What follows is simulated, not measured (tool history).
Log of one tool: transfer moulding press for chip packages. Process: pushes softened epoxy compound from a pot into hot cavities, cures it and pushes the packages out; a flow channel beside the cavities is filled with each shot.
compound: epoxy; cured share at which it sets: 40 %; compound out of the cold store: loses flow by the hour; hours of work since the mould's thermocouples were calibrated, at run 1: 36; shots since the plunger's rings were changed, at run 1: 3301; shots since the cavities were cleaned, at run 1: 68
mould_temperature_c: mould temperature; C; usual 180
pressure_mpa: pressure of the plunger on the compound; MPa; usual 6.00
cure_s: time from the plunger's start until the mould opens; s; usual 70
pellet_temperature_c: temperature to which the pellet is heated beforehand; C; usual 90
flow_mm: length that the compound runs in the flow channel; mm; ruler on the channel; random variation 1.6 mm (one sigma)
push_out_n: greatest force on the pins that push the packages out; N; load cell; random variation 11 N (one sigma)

run,hour,mould_temperature_c,pressure_mpa,cure_s,pellet_temperature_c,hours of work since the mould's thermocouples were calibrated,shots since the plunger's rings were changed,shots since the cavities were cleaned,incoming compound's hours out of the cold store,flow_mm,push_out_n
1,0.0,180,6.00,70,90,36,3301,68,38.9,501,484
2,8.8,180,6.00,70,90,42,3418,185,26.4,514,512
3,18.2,180,7.35,70,90,47,3542,309,19.9,576,497
4,23.0,180,7.35,70,90,50,3605,372,14.0,585,489
5,31.7,180,7.35,70,90,55,3720,487,37.1,556,486
6,36.2,180,6.07,70,90,58,3780,547,32.2,510,501
7,41.9,180,6.00,70,90,61,3856,623,19.8,522,505
# hour 49.2: cavities cleaned with cleaning compound and waxed
8,49.5,180,6.00,70,90,65,3937,5,31.3,509,499
9,59.2,172,6.00,70,90,71,4065,133,31.0,520,793
10,66.3,180,6.00,70,90,75,4159,227,9.6,535,512
11,74.2,180,5.18,70,90,80,4263,331,23.1,482,513
12,79.1,180,5.18,70,90,82,4327,395,25.1,480,505
# hour 82.0: plunger's sealing rings changed
13,91.6,180,5.18,70,90,88,126,528,21.2,483,491
14,100.4,180,6.00,70,95,94,243,645,36.0,502,473
# hour 106.0: cavities cleaned with cleaning compound and waxed
15,109.0,173,5.91,95,95,98,337,40,17.1,529,398
16,118.6,172,5.91,95,88,104,464,167,30.6,516,407
17,128.0,172,5.91,95,88,109,588,291,42.0,503,418
18,135.5,172,5.91,95,88,114,687,390,27.6,521,405
19,141.6,180,6.91,58,80,117,768,471,8.9,575,921
20,148.0,180,5.68,70,90,121,853,556,17.8,512,495
21,154.8,175,6.47,70,93,125,943,646,30.7,535,667
# hour 160.0: cavities cleaned with cleaning compound and waxed
22,164.1,180,7.18,70,90,130,1046,54,12.9,579,519
23,171.2,180,5.14,70,93,134,1140,148,19.0,483,486
24,175.8,180,5.43,73,93,137,1201,209,14.8,503,455
25,180.3,180,5.43,73,93,139,1260,268,44.7,471,438
26,188.9,180,6.25,70,83,144,1374,382,11.0,544,529
27,195.5,182,6.00,83,90,148,1461,469,19.6,519,355
28,201.5,182,6.00,83,90,152,1541,549,38.9,498,341

Forecast each of these 4 alternatives for the next run:
A,208.9,182,6.00,83,88,156,1638,646,15.2,?,?
B,208.9,173,6.00,70,87,156,1638,646,27.8,?,?
C,208.9,180,6.00,56,99,156,1638,646,41.2,?,?
D,208.9,187,6.00,83,90,156,1638,646,26.1,?,?

run,flow_mm,push_out_n
A,528,358
B,522,769
C,498,847
D,508,329
Without the tool's hidden state the same runs would have given:
run,flow_mm,push_out_n
A,528,356
B,522,764
C,498,841
D,508,326

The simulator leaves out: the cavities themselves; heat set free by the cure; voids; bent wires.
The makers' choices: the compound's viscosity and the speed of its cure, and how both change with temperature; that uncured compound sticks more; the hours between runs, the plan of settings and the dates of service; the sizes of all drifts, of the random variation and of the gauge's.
